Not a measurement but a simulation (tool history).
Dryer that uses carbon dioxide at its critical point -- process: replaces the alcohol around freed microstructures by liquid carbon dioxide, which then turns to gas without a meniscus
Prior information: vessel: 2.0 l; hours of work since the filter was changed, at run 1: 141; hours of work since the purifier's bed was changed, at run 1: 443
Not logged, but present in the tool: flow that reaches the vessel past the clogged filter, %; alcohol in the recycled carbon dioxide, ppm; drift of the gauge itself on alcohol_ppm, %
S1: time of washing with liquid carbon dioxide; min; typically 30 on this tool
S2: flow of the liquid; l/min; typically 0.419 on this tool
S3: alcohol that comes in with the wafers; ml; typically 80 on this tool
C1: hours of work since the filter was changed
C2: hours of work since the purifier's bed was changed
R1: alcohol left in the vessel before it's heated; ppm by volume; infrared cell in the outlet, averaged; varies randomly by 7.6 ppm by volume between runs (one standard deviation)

run	hour	S1	S2	S3	C1	C2	R1
1	0.0	30	0.419	80	141	443	678
2	11.6	30	0.419	80	150	451	675
3	25.6	30	0.419	23	160	461	268
4	44.3	30	0.419	23	174	475	273
# hour 48.4: inlet filter changed
5	61.1	36	0.419	23	9	487	141
6	75.2	30	0.419	80	20	497	506
7	90.2	30	0.282	80	31	508	1857
8	101.2	30	0.419	32	39	516	272
9	112.9	24	0.419	26	47	525	452
10	129.9	25	0.592	52	60	537	254
11	141.1	30	0.592	52	68	545	161
12	154.4	30	0.592	52	78	555	162
13	172.2	29	0.650	77	91	568	173
14	190.3	41	0.650	74	104	581	114
15	204.9	41	0.650	74	114	592	115
16	218.3	28	0.526	61	124	602	315

5 ways to go on from here, each from the tool as it stands after run 16. What would each give?
A	238.9	45	0.555	86	139	617	?
B	238.9	30	0.516	80	139	617	?
C	238.9	30	0.419	44	139	617	?
D	238.9	19	0.414	118	139	617	?
E	238.9	30	0.499	80	139	617	?

run	R1
A	132
B	327
C	409
D	4192
E	383
Without the tool's hidden state the same runs would have given:
run	R1
A	13
B	135
C	206
D	3217
E	173
